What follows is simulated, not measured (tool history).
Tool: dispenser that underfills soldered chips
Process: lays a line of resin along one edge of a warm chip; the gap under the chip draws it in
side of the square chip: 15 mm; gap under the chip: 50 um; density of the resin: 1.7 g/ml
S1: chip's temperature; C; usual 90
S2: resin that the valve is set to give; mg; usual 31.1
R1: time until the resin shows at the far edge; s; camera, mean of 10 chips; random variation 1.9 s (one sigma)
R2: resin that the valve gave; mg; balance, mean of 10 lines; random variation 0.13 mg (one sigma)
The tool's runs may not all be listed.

run    day   S1    S2     R1     R2
  1      0   90  31.1  275.9  30.65
  2  0.221   90  31.1  357.1  30.68
     0.321  -- new syringe of resin
  3  0.529   90  31.1    261  30.66
  4  0.658   90  31.1  300.5  30.51
  5  0.862   90  31.1  380.5  30.49
     0.904  -- new syringe of resin
  6  1.104   90  31.1  254.4  30.46
  7  1.408   90  31.1  360.6  30.31
     1.483  -- new syringe of resin
  8  1.642   90  29.6  245.4  28.67
  9  1.792   90  29.6  290.9  28.62
 10  2.038   90  29.6  383.7  28.63
     2.067  -- new syringe of resin
 11  2.204   90  29.6    241  28.47
 12  2.504   90  29.6  344.3  28.58
     2.654  -- new syringe of resin
 13  2.708   90  29.6  224.7  28.06
 14  2.975   90  29.6  302.2  28.39
     3.242  -- new syringe of resin
 15  3.292   90  29.6    221  27.85
 16  3.542   90  29.6  293.6  27.95
 17  3.771   90  29.6  388.3  27.87
     3.829  -- new syringe of resin
 18  3.975   90  29.6  244.3  28.13
 19  4.112   90  29.6  291.9  27.81
     4.279  -- dispensing valve cleaned and set on the balance
 20  4.283   91  33.5  313.9  33.55
     4.442  -- new syringe of resin
 21  4.462  102    34  125.5  34.11
 22  4.746   97  27.3  222.6  27.07
 23  4.996   88  37.4  411.9  37.34
     5.025  -- new syringe of resin
 24  5.233   86  26.7    319  26.49
 25  5.471   86  26.7  417.1  26.38
     5.612  -- new syringe of resin
 26  5.733   87  33.6  264.5  33.26
 27  5.883   87  33.6  312.5  32.93
 28  6.017   84  32.6  415.1  32.16
       6.2  -- new syringe of resin
 29  6.254   84  32.6  281.6  32.09

5 ways to go on from here, each from the tool as it stands after run 29. What would each give?
  A  6.438   84  34.9   ?   ?
  B  6.438  101  31.1   ?   ?
  C  6.438   84  27.3   ?   ?
  D  6.438  103  39.5   ?   ?
  E  6.438   87  28.7   ?   ?

run     R1     R2
  A  357.6  34.02
  B  180.2   30.3
  C  364.5  26.65
  D  165.2   38.7
  E  313.2  28.02
Without the tool's hidden state the same runs would have given:
run     R1     R2
  A  244.2   34.8
  B    124     31
  C    248  27.25
  D  113.7  39.59
  E  213.8  28.66
